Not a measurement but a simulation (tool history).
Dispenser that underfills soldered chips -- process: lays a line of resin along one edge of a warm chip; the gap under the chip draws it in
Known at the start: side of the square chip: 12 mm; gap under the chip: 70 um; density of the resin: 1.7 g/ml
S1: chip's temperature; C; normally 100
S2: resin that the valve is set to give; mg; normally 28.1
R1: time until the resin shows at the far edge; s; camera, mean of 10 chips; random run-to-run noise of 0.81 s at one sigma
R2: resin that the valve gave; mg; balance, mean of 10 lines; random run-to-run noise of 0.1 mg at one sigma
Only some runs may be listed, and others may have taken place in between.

run	hour	S1	S2	R1	R2
1	0.0	100	28.1	93.4	27.04
# hour 6.3: new syringe of resin
2	7.0	100	28.1	76.0	26.96
3	16.2	100	27.2	99.9	25.97
# hour 21.1: new syringe of resin
4	25.9	100	27.2	89.1	26.01
5	33.2	100	31.7	106.9	30.07
# hour 35.7: new syringe of resin
6	40.9	100	31.7	87.3	30.03
7	46.5	100	28.1	100.9	26.59
# hour 50.0: new syringe of resin
8	57.1	93	28.1	118.5	26.27
# hour 64.4: new syringe of resin
9	65.3	93	28.1	98.1	26.11
10	75.4	93	28.1	133.6	26.05
# hour 79.1: new syringe of resin
11	82.5	99	28.1	85.2	26.11
12	91.8	100	28.1	108.9	25.88
# hour 93.7: new syringe of resin
13	98.3	100	28.1	85.6	25.94
# hour 106.9: dispensing valve cleaned and set on the balance
14	107.4	100	30.1	104.2	30.08
# hour 109.3: new syringe of resin
15	117.0	114	28.1	58.0	27.87
16	122.0	98	28.1	115.6	27.84
# hour 123.7: new syringe of resin
17	128.1	100	33.1	81.8	32.72
18	135.4	100	33.1	100.7	32.64
# hour 138.4: new syringe of resin
19	141.8	100	33.1	80.9	32.76
20	151.3	100	33.1	102.7	32.64
# hour 152.8: new syringe of resin
21	157.3	107	25.4	67.5	24.78
22	164.6	107	25.4	83.7	24.87
# hour 167.5: new syringe of resin
23	172.0	107	25.4	68.7	24.79
# hour 181.6: new syringe of resin
24	182.0	107	25.4	59.3	24.62
25	192.1	91	30.1	137.6	28.94
# hour 195.9: new syringe of resin
26	197.9	102	28.1	73.8	27.08
27	205.3	102	30.9	89.1	29.74
# hour 210.1: new syringe of resin
28	211.6	115	25.6	47.4	24.55
29	217.0	115	25.6	55.8	24.53
# hour 224.6: new syringe of resin
30	227.5	93	32.1	100.6	30.67
31	233.0	93	32.1	118.3	30.60
# hour 239.4: new syringe of resin
32	243.0	93	32.1	105.7	30.46
33	249.2	112	32.5	65.7	30.73
# hour 253.8: new syringe of resin
34	260.1	112	32.5	58.0	30.31
35	264.7	112	32.5	65.1	30.35
# hour 268.4: new syringe of resin
36	270.0	109	34.4	54.9	32.18
37	276.1	89	31.3	134.0	28.98

Branching from run 37: 3 alternative next runs. What would each branch give?
A	282.0	89	28.1	?	?
B	282.0	89	24.1	?	?
C	282.0	99	33.0	?	?

run	R1	R2
A	157.6	25.99
B	161.2	22.37
C	107.1	30.72
With the hidden condition removed and each run's random variation left untouched, the same runs would have given:
run	R1	R2
A	112.1	27.95
B	113.7	24.06
C	76.3	33.04
